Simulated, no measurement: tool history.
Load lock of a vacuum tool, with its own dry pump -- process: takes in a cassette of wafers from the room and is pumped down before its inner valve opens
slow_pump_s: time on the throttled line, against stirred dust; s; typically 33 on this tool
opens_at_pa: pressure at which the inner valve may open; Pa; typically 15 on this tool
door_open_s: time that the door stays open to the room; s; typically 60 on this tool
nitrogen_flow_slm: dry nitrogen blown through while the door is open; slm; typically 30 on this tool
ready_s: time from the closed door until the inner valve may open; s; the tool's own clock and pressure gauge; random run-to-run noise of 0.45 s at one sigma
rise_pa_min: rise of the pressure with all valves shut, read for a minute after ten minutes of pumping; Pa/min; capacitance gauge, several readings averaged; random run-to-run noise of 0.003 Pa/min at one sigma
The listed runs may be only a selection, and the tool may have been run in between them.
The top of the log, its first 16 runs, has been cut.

run      day  slow_pump_s  opens_at_pa  door_open_s  nitrogen_flow_slm  hours that the pump has run since its overhaul  times that the door has closed on its seal  incoming humidity of the room's air, %  ready_s  rise_pa_min
 17  185.721           62           22           41                 30                                            9645                                       33723                                    43.9     85.9        0.023
 18  193.829           22           15          102                 19                                            9840                                       34216                                    46.1     58.7        0.046
 19  209.671           22           15          102                 19                                           10220                                       35179                                    44.5     59.1        0.044
 20  217.725           63           15          212                  9                                           10413                                       35669                                    48.4     88.6        0.092
 21  225.000           63           15          212                  9                                           10588                                       36111                                    48.4     89.5        0.081
 22  238.246           63           15          212                  9                                           10906                                       36917                                    46.3     90.1        0.083
 23  250.871           46           28          172                  9                                           11209                                       37684                                    48.2     73.7        0.074
 24  261.792           18           15           55                 34                                           11471                                       38348                                    44.5     56.0        0.028
 25  273.196           18           15           55                 34                                           11744                                       39041                                    43.2     55.5        0.019
 26  285.825           33           15           25                 30                                           12047                                       39809                                    43.5     66.7        0.017
 27  292.750           24           15           52                 30                                           12214                                       40230                                    49.0     59.9        0.023
 28  306.792           24           15           52                 30                                           12551                                       41084                                    50.0     60.7        0.020
 29  320.212           24           27           52                 40                                           12873                                       41899                                    45.1     57.2        0.022
 30  327.567           35           19           52                  6                                           13049                                       42347                                    46.6     67.5        0.036

Forecast each of these 3 alternatives for the next run:
  A  334.950           35           10           60                 11                                           13227                                       42796                                    47.8        ?            ?
  B  334.950           33           11           60                 40                                           13227                                       42796                                    44.8        ?            ?
  C  334.950           35           19           52                 25                                           13227                                       42796                                    44.8        ?            ?

run  ready_s  rise_pa_min
  A     69.9        0.040
  B     68.3        0.020
  C     67.0        0.027
The same runs, with their run-to-run variation unchanged, on a tool lacking any hidden condition would have given:
run  ready_s  rise_pa_min
  A     69.8        0.039
  B     68.3        0.019
  C     67.0        0.026

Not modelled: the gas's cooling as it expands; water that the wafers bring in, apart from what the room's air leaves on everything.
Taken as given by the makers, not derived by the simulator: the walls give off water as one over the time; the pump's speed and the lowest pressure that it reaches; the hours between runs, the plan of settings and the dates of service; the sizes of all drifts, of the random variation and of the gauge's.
